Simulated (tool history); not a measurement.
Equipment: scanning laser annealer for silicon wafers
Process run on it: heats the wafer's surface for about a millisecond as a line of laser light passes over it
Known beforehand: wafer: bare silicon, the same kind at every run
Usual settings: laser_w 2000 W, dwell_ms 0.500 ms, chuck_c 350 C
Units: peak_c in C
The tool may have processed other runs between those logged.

run	day	laser_w	dwell_ms	chuck_c	peak_c
1	0.000	2000	0.500	350	1141
2	2.696	2000	0.500	350	1148
3	6.242	2145	0.500	350	1218
4	9.792	2145	0.500	350	1217
5	13.567	1790	0.500	350	1042
6	16.117	1790	0.500	350	1040
7	19.379	1790	0.500	350	1039
# day 22.325: window over the wafer cleaned
8	22.667	2105	0.500	350	1198
9	24.317	2105	0.500	350	1197
10	27.888	1930	0.500	350	1109
11	31.454	1930	0.500	325	1084
12	33.496	2000	0.500	350	1144
13	35.946	2000	0.500	350	1146
14	38.258	2000	0.594	350	1224
15	41.742	2000	0.500	358	1152
# day 43.396: optics aligned, line set to its width
16	43.862	2000	0.500	350	1145
# day 45.012: window over the wafer cleaned
17	47.633	2000	0.500	350	1147
18	50.004	2000	0.506	350	1147
19	51.967	2000	0.506	350	1146
20	55.192	2000	0.506	350	1151
21	59.246	2000	0.381	311	995
22	61.542	2012	0.384	363	1059
23	63.604	2192	0.500	347	1239
24	65.350	2042	0.500	347	1158
# day 67.429: window over the wafer cleaned
25	67.612	2198	0.529	365	1288
26	69.425	1994	0.529	373	1190
27	71.650	1994	0.400	373	1079
28	74.442	2064	0.500	369	1194
29	76.442	1865	0.500	352	1078
30	78.400	1865	0.500	352	1078
31	81.646	2000	0.500	349	1143
32	85.362	2000	0.500	349	1145
33	87.250	1889	0.554	381	1161
34	89.421	2133	0.490	325	1178
# day 89.838: window over the wafer cleaned
35	93.221	2133	0.490	325	1177
36	95.033	2133	0.407	313	1084
37	98.917	1704	0.407	313	894
38	100.912	1918	0.610	350	1191
39	103.275	1883	0.500	342	1077
40	107.196	2000	0.398	326	1024

Below are 4 alternative next runs, each starting from the tool's condition after run 40. Predict each:
A	110.408	1800	0.401	383	?
B	110.408	1909	0.457	380	?
C	110.408	1903	0.505	315	?
D	110.408	1784	0.398	320	?

run	peak_c
A	998
B	1096
C	1064
D	925
With the hidden condition removed and each run's random variation left untouched, the same runs would have given:
run	peak_c
A	999
B	1097
C	1066
D	926
